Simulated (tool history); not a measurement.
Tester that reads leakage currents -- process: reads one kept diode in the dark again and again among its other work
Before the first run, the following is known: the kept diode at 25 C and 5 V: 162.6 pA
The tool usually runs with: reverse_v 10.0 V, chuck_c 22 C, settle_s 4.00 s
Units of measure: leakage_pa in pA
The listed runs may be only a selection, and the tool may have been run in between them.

run	hour	reverse_v	chuck_c	settle_s	leakage_pa
1	0.0	10.0	22	4.00	184.77
2	47.0	10.0	22	4.00	184.92
3	70.6	10.0	22	4.00	185.14
4	97.1	10.0	22	4.00	184.35
5	137.1	10.0	22	8.98	185.49
6	175.1	10.0	22	8.98	186.19
7	209.2	10.0	22	0.31	194.81
8	234.8	10.0	22	0.31	194.90
9	269.7	10.0	22	0.31	195.77
10	290.8	10.0	21	4.00	173.66
11	321.7	10.0	21	4.00	173.89
12	363.7	1.2	21	0.65	65.56
13	410.3	2.9	41	2.03	402.50
14	431.0	3.8	41	0.77	456.14
15	451.0	15.4	35	6.47	573.89
16	482.1	1.1	35	9.14	172.89
17	509.7	2.6	51	9.14	731.36

Estimate the outcome of run 18 from the log above:
18	538.0	10.0	21	4.00	?

leakage_pa: 175.85 pA
Take away the tool's hidden state, keep the run-to-run variation as it was, and the same run would have given leakage_pa 165.21 pA.
